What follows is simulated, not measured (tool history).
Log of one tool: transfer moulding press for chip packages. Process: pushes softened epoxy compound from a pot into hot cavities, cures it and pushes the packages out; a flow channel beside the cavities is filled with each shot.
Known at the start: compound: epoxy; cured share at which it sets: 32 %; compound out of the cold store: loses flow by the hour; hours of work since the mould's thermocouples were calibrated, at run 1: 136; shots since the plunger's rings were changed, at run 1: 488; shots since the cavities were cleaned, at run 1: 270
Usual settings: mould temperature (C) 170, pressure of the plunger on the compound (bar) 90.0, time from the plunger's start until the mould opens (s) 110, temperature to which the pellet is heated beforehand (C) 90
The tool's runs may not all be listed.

run,hour,mould temperature (C),pressure of the plunger on the compound (bar),time from the plunger's start until the mould opens (s),temperature to which the pellet is heated beforehand (C),hours of work since the mould's thermocouples were calibrated,shots since the plunger's rings were changed,shots since the cavities were cleaned,incoming compound's hours out of the cold store,length that the compound runs in the flow channel (mm),greatest force on the pins that push the packages out (N)
1,0.0,170,90.0,110,90,136,488,270,32.3,647,411
2,6.3,170,90.0,110,90,139,542,324,46.9,624,428
3,12.8,170,90.0,110,90,142,598,380,28.0,655,451
4,19.8,162,90.0,110,90,146,659,441,27.0,682,716
5,24.7,171,90.0,110,90,148,701,483,23.8,660,433
6,32.9,171,90.0,110,90,152,771,553,39.7,634,459
7,41.6,171,90.0,110,90,157,847,629,36.0,639,455
8,49.4,171,90.0,110,90,160,913,695,11.6,680,470
# hour 54.1: cavities cleaned with cleaning compound and waxed
9,57.8,170,69.2,110,90,164,973,32,37.4,560,366
10,63.5,170,69.2,110,90,167,1022,81,14.3,594,392
11,72.1,170,69.2,110,90,171,1096,155,35.4,562,399
12,76.9,170,69.2,110,90,173,1137,196,36.2,563,413
13,84.3,170,69.2,110,90,177,1201,260,18.5,587,415
14,93.4,175,69.2,94,90,182,1280,339,43.7,540,428
15,100.1,167,76.3,94,90,185,1338,397,46.4,580,721
16,109.6,169,95.8,91,97,190,1419,478,37.9,659,671
17,119.0,169,95.8,91,97,195,1500,559,47.2,643,704
18,123.9,169,95.8,91,97,197,1542,601,42.4,650,711
19,132.9,169,95.8,91,97,202,1620,679,24.7,680,732
# hour 139.9: cavities cleaned with cleaning compound and waxed
20,143.8,176,83.3,115,92,206,1701,34,21.7,623,306
21,153.3,168,99.2,110,90,211,1783,116,34.2,679,445
22,157.3,168,99.2,110,90,213,1817,150,31.1,684,440
23,163.8,168,99.2,110,90,216,1873,206,19.4,704,472
24,168.8,170,90.0,138,95,219,1917,250,41.4,628,357

3 ways to go on from here, each from the tool as it stands after run 24. What would each give?
A,176.8,170,68.8,132,90,223,1985,318,13.3,?,?
B,176.8,165,102.5,110,94,223,1985,318,12.3,?,?
C,176.8,170,81.2,138,95,223,1985,318,29.5,?,?

run,length that the compound runs in the flow channel (mm),greatest force on the pins that push the packages out (N)
A,589,369
B,736,588
C,613,376
Without the tool's hidden state the same runs would have given:
run,length that the compound runs in the flow channel (mm),greatest force on the pins that push the packages out (N)
A,598,299
B,746,467
C,622,305

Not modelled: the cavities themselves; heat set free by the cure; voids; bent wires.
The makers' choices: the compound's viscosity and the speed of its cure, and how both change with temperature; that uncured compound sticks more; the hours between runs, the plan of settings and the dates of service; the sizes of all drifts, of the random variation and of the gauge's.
